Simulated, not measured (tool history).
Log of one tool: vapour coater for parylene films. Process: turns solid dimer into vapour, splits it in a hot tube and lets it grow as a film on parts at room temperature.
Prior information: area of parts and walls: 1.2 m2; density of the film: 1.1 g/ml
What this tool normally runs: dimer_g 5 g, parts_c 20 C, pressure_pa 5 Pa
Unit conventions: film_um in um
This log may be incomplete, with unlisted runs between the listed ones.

Run 1, hour 0: usual settings. Result: film_um 1.77 um.
Run 2, hour 49.9: usual settings. Result: film_um 1.74 um.
Run 3, hour 79.3: usual settings. Result: film_um 1.73 um.
Run 4, hour 131.4: usual settings. Result: film_um 1.73 um.
Run 5, hour 171.1: usual settings. Result: film_um 1.72 um.
Run 6, hour 205.3: usual settings. Result: film_um 1.72 um.
Run 7, hour 232.5: usual settings but parts_c 17 C. Result: film_um 1.96 um.
Run 8, hour 269.2: usual settings but parts_c 17 C. Result: film_um 1.95 um.
Run 9, hour 313.3: usual settings. Result: film_um 1.71 um.
Run 10, hour 336.5: usual settings but parts_c 13 C. Result: film_um 2.32 um.
Run 11, hour 372.1: usual settings but parts_c 23 C. Result: film_um 1.5 um.
Run 12, hour 411.1: usual settings but parts_c 23 C. Result: film_um 1.48 um.
Run 13, hour 441.5: usual settings. Result: film_um 1.67 um.
At hour 450.3: trap's valve overhauled.
Run 14, hour 486.4: usual settings but parts_c 19 C. Result: film_um 1.83 um.
Run 15, hour 529.4: usual settings but parts_c 19 C. Result: film_um 1.85 um.
Run 16, hour 563.2: usual settings but dimer_g 3 g, parts_c 29 C, pressure_pa 2.27 Pa. Result: film_um 0.79 um.

Run 17 comes next. What will it give?
Run 17, hour 598.6: usual settings but dimer_g 3 g, parts_c 29 C, pressure_pa 2.27 Pa. Result: film_um ?.

{"run 17": {"film_um": 0.77}}
Minus the tool's unlogged condition, the same run would have read film_um 0.79 um.
